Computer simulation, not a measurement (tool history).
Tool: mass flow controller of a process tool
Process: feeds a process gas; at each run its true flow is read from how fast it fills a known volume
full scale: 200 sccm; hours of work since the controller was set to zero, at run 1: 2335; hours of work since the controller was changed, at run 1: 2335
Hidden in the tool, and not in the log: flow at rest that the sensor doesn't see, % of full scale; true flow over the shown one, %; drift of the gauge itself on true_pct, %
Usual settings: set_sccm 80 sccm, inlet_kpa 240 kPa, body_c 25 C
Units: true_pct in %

run    hour  set_sccm  inlet_kpa  body_c  hours of work since the controller was set to zero  hours of work since the controller was changed  true_pct
  1       0        80        240      25                                                2335                                            2335     98.88
  2   187.2        80        240      23                                                2435                                            2435     98.59
  3     471       147        240      25                                                2587                                            2587      98.9
  4   757.5       147        240      25                                                2741                                            2741     98.83
  5  1044.1       147        240      25                                                2895                                            2895     98.83
  6  1263.6       147        240      25                                                3012                                            3012     98.88
  7  1446.6        80        240      32                                                3111                                            3111     99.49
  8  1675.6        80        240      32                                                3233                                            3233     99.59
  9  1922.5        80        240      32                                                3366                                            3366     99.46
 10  2060.5        80        240      25                                                3440                                            3440     98.73
 11  2289.6        80        240      25                                                3563                                            3563     98.85
 12  2512.9        80        240      25                                                3683                                            3683     98.89
 13  2742.7        80        240      25                                                3806                                            3806     98.93
 14  2976.3        80        240      25                                                3931                                            3931     98.74
 15  3176.7        80        240      22                                                4039                                            4039     98.51
 16  3426.8        80        273      25                                                4173                                            4173     98.54
     3486.2  -- controller's zero set anew
 17  3553.4        80        273      25                                                  36                                            4241      99.4
 18  3803.7        56        240      25                                                 170                                            4375    100.33
 19  4032.5        56        240      25                                                 293                                            4498    100.53
     4177.8  -- controller's zero set anew, once more
 20    4212        80        240      25                                                  18                                            4594     97.47
 21    4387        80        240      25                                                 112                                            4688     97.44
 22  4533.1        80        240      36                                                 191                                            4766      98.5
 23    4684        27        240      26                                                 272                                            4847     97.44
 24  4958.7       105        240      26                                                 419                                            4994     97.63
 25  5238.9        56        233      31                                                 569                                            5145     98.04
 26  5397.6        22        240      26                                                 654                                            5230     97.87
 27  5553.7       127        175      34                                                 738                                            5313     99.01
 28  5791.2       198        241      26                                                 866                                            5441     98.22
 29  5996.3        66        273      26                                                 976                                            5551     97.18
 30  6233.5        25        155      28                                                1103                                            5678     98.86
 31  6515.5       107        155      26                                                1254                                            5829     98.19
 32  6777.2       107        155      26                                                1394                                            5970     98.23
 33  6997.8        24        240      25                                                1513                                            6088     98.23
 34  7159.7        87        250      32                                                1600                                            6175     98.05
 35    7334        87        250      32                                                1693                                            6269     97.93
 36  7452.6        58        151      27                                                1757                                            6332     98.36
 37  7620.1        58        151      27                                                1847                                            6422     98.32
 38  7902.6       158        256      38                                                1998                                            6574     98.82
 39  8069.1        53        240      25                                                2088                                            6663     97.56
 40  8293.4        58        149      39                                                2208                                            6783     99.58
 41  8475.3        58        149      39                                                2305                                            6881     99.66
 42  8739.1        80        240      28                                                2447                                            7022     97.71
 43  8967.7        80        173      39                                                2570                                            7145     99.23
 44  9154.9        80        266      25                                                2670                                            7245     97.21

4 ways to go on from here, each from the tool as it stands after run 44. What would each give?
  A  9285.7        52        240      25                                                2740                                            7316         ?
  B  9285.7        80        179      34                                                2740                                            7316         ?
  C  9285.7        80        180      25                                                2740                                            7316         ?
  D  9285.7        80        169      25                                                2740                                            7316         ?

run  true_pct
  A     97.73
  B     98.75
  C     97.85
  D      97.9
Without the tool's hidden state the same runs would have given:
run  true_pct
  A     98.64
  B    100.18
  C     99.29
  D     99.34

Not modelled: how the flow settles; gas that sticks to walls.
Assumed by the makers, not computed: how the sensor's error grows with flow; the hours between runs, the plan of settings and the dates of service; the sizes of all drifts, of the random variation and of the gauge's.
